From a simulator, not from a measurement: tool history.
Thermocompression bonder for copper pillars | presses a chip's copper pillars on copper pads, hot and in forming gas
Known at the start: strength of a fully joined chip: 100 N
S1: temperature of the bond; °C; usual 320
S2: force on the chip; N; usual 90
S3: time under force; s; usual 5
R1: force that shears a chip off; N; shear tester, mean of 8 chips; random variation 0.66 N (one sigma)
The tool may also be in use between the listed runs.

| run | hour | S1 | S2 | S3 | R1 |
|---|---|---|---|---|---|
| 1 | 0 | 320 | 90 | 5 | 46.5 |
| 2 | 8.4 | 320 | 90 | 5 | 45.3 |
| 3 | 13.9 | 320 | 90 | 5 | 44.5 |
| 4 | 18.7 | 320 | 126 | 5 | 53.5 |
| 5 | 26.8 | 320 | 126 | 5 | 52.7 |
| 6 | 32.3 | 320 | 126 | 14 | 73.6 |
| 7 | 38.8 | 296 | 90 | 5 | 35.9 |
| 8 | 46.4 | 320 | 90 | 5 | 44.5 |
| 9 | 51.4 | 320 | 90 | 5 | 45.3 |
| 10 | 56.2 | 320 | 90 | 3 | 36.8 |
| 11 | 60.4 | 320 | 90 | 3 | 36.9 |
| 12 | 67.2 | 320 | 90 | 3 | 37.8 |
| 13 | 76.3 | 320 | 90 | 3 | 36.9 |
| 14 | 81.7 | 320 | 90 | 3 | 37.2 |
| 15 | 86.4 | 320 | 90 | 3 | 37.7 |
| 16 | 92.7 | 320 | 90 | 3 | 38 |
| 17 | 101.7 | 320 | 90 | 3 | 36.3 |
| 18 | 109.7 | 320 | 90 | 3 | 36.4 |
| 19 | 118.7 | 320 | 90 | 3 | 38.1 |
| 20 | 126.7 | 320 | 90 | 3 | 37.3 |
| 21 | 132.6 | 323 | 54 | 5 | 34.2 |
| 22 | 140.7 | 320 | 96 | 3 | 38.1 |
| 23 | 148.3 | 315 | 90 | 5 | 42.1 |
| 24 | 156.8 | 315 | 72 | 15 | 55.1 |
| 25 | 160.5 | 315 | 72 | 15 | 54.7 |

Run 26 comes next. What will it give?
| 26 | 167.5 | 312 | 57 | 5 | ? |

Run 26 gave R1 31.5 N.
Without the tool's hidden state the same run would have given R1 31.3 N.
